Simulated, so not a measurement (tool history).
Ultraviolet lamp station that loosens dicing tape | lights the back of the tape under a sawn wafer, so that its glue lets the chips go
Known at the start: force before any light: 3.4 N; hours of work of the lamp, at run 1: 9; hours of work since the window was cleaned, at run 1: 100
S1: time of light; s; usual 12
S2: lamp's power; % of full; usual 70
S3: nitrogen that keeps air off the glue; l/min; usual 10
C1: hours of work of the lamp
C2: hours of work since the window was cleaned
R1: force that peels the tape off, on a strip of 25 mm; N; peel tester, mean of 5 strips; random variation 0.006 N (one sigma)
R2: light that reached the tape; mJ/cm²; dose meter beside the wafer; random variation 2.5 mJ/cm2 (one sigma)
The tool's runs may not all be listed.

run,day,S1,S2,S3,C1,C2,R1,R2
1,0,12,70,10,9,100,0.164,308
2,0.458,12,70,10,15,106,0.17,308
3,1.012,12,70,14,22,114,0.147,307
4,1.95,12,70,14,35,126,0.146,310
5,2.412,12,70,14,41,133,0.14,309
6,3.179,12,70,10,51,143,0.169,310
7,4.054,12,70,10,63,155,0.168,310
8,4.492,12,91,10,69,160,0.122,406
9,5.508,12,76,10,83,174,0.153,336
10,6.258,12,76,10,93,184,0.151,337
11,7.046,12,76,10,103,195,0.167,336
12,7.738,12,88,10,112,204,0.13,391
13,8.517,12,88,10,123,214,0.127,386
14,9.042,12,88,10,130,221,0.144,387
15,9.488,12,70,10,136,227,0.166,307
16,10.104,12,70,10,144,236,0.172,307
17,10.525,12,70,10,150,241,0.161,308
18,11.508,12,70,10,163,254,0.157,312
19,12.312,12,70,10,174,265,0.17,311
20,13.129,12,70,7,185,276,0.201,310
21,13.921,12,81,10,195,287,0.143,358
# day 14.508: window cleaned of glue's vapour
22,14.908,12,81,10,208,5,0.137,361
23,15.542,12,84,11,217,14,0.135,368
24,16.042,12,84,11,223,21,0.134,372
25,17.004,9,70,10,236,33,0.252,233
26,17.425,7,70,11,242,39,0.376,178
27,18.129,12,75,3,251,48,0.302,332
28,18.862,18,70,7,261,58,0.126,463
29,19.462,18,70,7,269,66,0.131,462
30,19.979,18,70,7,276,73,0.126,464
31,20.904,18,70,7,288,86,0.131,466
32,21.754,9,85,7,300,97,0.233,284
33,22.383,8,67,10,308,105,0.332,197
34,23.021,12,65,20,317,114,0.14,290
35,23.654,8,66,20,325,122,0.245,195
36,24.204,8,66,20,333,130,0.239,192
37,25.079,6,67,9,344,142,0.592,147
38,26,6,67,10,357,154,0.541,146
39,26.979,12,70,8,370,167,0.187,308
40,27.929,12,61,3,383,180,0.413,266
41,28.438,20,70,3,389,187,0.156,517
42,28.925,20,70,3,396,193,0.148,518
43,29.871,12,93,3,409,206,0.208,414

4 ways to go on from here, each from the tool as it stands after run 43. What would each give?
A,30.758,17,90,11,420,218,?,?
B,30.758,16,64,17,420,218,?,?
C,30.758,12,70,10,420,218,?,?
D,30.758,9,68,3,420,218,?,?

run,R1,R2
A,0.115,558
B,0.122,380
C,0.159,306
D,0.615,227
Without the tool's hidden state the same runs would have given:
run,R1,R2
A,0.115,559
B,0.122,380
C,0.159,306
D,0.614,227
